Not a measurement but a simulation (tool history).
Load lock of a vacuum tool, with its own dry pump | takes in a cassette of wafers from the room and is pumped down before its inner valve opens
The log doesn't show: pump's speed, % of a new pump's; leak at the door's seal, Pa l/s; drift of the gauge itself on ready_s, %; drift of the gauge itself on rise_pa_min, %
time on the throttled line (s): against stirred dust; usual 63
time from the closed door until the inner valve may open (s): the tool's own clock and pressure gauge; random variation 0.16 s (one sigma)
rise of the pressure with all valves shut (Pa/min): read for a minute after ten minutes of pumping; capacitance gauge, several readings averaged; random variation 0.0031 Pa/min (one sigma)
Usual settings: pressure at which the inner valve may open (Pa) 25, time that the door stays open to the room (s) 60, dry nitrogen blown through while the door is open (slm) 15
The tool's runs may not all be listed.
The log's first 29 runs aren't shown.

run	hour	time on the throttled line (s)	pressure at which the inner valve may open (Pa)	time that the door stays open to the room (s)	dry nitrogen blown through while the door is open (slm)	hours that the pump has run since its overhaul	times that the door has closed on its seal	incoming humidity of the room's air, %	time from the closed door until the inner valve may open (s)	rise of the pressure with all valves shut (Pa/min)
30	9026.4	64	25	41	31	13498	41166	45.9	87.2	0.394
31	9344.4	64	39	158	31	13816	41962	45.9	85.5	0.461
32	9749.7	97	25	60	10	14221	42976	44.7	115.5	0.451
33	10155.2	63	25	60	7	14627	43990	45.0	87.0	0.472
34	10463.1	46	32	58	41	14935	44760	44.3	71.4	0.445
35	10652.1	63	25	60	18	15124	45233	46.2	86.7	0.470
36	11059.6	63	25	60	18	15531	46252	44.4	86.6	0.482
37	11369.4	65	23	60	8	15841	47027	42.3	88.9	0.510
38	11692.7	32	34	179	24	16164	47836	45.9	59.1	0.566

3 ways to go on from here, each from the tool as it stands after run 38. What would each give?
A	12062.0	105	22	54	24	16534	48760	42.4	?	?
B	12062.0	43	34	179	24	16534	48760	46.8	?	?
C	12062.0	44	25	134	16	16534	48760	45.4	?	?

run	time from the closed door until the inner valve may open (s)	rise of the pressure with all valves shut (Pa/min)
A	123.2	0.501
B	68.3	0.579
C	70.8	0.572
Without the tool's hidden state the same runs would have given:
run	time from the closed door until the inner valve may open (s)	rise of the pressure with all valves shut (Pa/min)
A	121.2	0.044
B	65.5	0.110
C	67.8	0.105

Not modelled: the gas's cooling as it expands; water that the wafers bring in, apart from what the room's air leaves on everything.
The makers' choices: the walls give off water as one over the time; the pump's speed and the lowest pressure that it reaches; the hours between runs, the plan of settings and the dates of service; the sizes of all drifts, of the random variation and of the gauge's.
